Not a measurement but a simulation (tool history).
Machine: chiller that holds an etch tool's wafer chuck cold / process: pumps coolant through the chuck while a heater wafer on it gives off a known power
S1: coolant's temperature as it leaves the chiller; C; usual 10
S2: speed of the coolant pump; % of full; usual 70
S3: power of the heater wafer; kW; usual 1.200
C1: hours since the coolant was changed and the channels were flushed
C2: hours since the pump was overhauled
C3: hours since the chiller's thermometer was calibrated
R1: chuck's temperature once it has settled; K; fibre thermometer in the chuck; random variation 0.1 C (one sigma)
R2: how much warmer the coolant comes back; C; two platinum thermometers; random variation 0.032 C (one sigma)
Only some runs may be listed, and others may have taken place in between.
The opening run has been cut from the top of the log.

Run 2, hour 40.3: usual settings; C1 4972; C2 850; C3 40. Result: R1 299.75 K, R2 4.21 C.
Run 3, hour 75.9: usual settings; C1 5008; C2 886; C3 76. Result: R1 299.65 K, R2 4.25 C.
Run 4, hour 143.1: usual settings; C1 5075; C2 953; C3 143. Result: R1 299.85 K, R2 4.23 C.
Run 5, hour 197.6: usual settings; C1 5130; C2 1007; C3 198. Result: R1 299.95 K, R2 4.22 C.
Run 6, hour 234.1: usual settings; C1 5166; C2 1044; C3 234. Result: R1 299.95 K, R2 4.21 C.
Run 7, hour 320.3: usual settings but S1 16 C; C1 5252; C2 1130; C3 320. Result: R1 305.95 K, R2 4.25 C.
Run 8, hour 407.1: usual settings but S1 16 C; C1 5339; C2 1217; C3 407. Result: R1 305.75 K, R2 4.27 C.
Run 9, hour 486.4: usual settings but S1 16 C; C1 5419; C2 1296; C3 486. Result: R1 305.95 K, R2 4.27 C.
Run 10, hour 573.0: usual settings but S3 0.854 kW; C1 5505; C2 1383; C3 573. Result: R1 295.25 K, R2 3.01 C.
Run 11, hour 613.1: usual settings but S3 0.854 kW; C1 5545; C2 1423; C3 613. Result: R1 295.15 K, R2 3.03 C.
Run 12, hour 660.8: usual settings but S3 0.854 kW; C1 5593; C2 1471; C3 661. Result: R1 295.25 K, R2 3.10 C.
Run 13, hour 734.7: usual settings; C1 5667; C2 1544; C3 735. Result: R1 299.85 K, R2 4.29 C.
Run 14, hour 794.5: usual settings; C1 5727; C2 1604; C3 795. Result: R1 299.95 K, R2 4.27 C.
Run 15, hour 870.5: usual settings; C1 5803; C2 1680; C3 871. Result: R1 300.25 K, R2 4.32 C.
Run 16, hour 906.1: usual settings; C1 5838; C2 1716; C3 906. Result: R1 299.95 K, R2 4.29 C.
Run 17, hour 962.3: usual settings but S1 6 C; C1 5894; C2 1772; C3 962. Result: R1 296.05 K, R2 4.30 C.
Run 18, hour 1043.1: usual settings but S1 6 C; C1 5975; C2 1853; C3 1043. Result: R1 296.05 K, R2 4.33 C.
At hour 1051.8: chiller's thermometer calibrated.
Run 19, hour 1110.6: usual settings but S2 99 % of full; C1 6042; C2 1919; C3 59. Result: R1 295.85 K, R2 3.02 C.
Run 20, hour 1198.4: usual settings but S2 99 % of full; C1 6130; C2 2007; C3 147. Result: R1 296.05 K, R2 3.03 C.
Run 21, hour 1249.8: usual settings but S1 6 C, S3 1.134 kW; C1 6181; C2 2059; C3 198. Result: R1 295.05 K, R2 4.04 C.

Expected results for the next run?
Run 22, hour 1313.9: usual settings but S1 6 C, S3 1.134 kW; C1 6245; C2 2123; C3 262. Result: R1 ?, R2 ?.

For run 22 the tool returned R1 295.35 K, R2 3.98 C.
Had the tool carried no hidden state, the very same run would have given R1 294.05 K, R2 3.84 C.

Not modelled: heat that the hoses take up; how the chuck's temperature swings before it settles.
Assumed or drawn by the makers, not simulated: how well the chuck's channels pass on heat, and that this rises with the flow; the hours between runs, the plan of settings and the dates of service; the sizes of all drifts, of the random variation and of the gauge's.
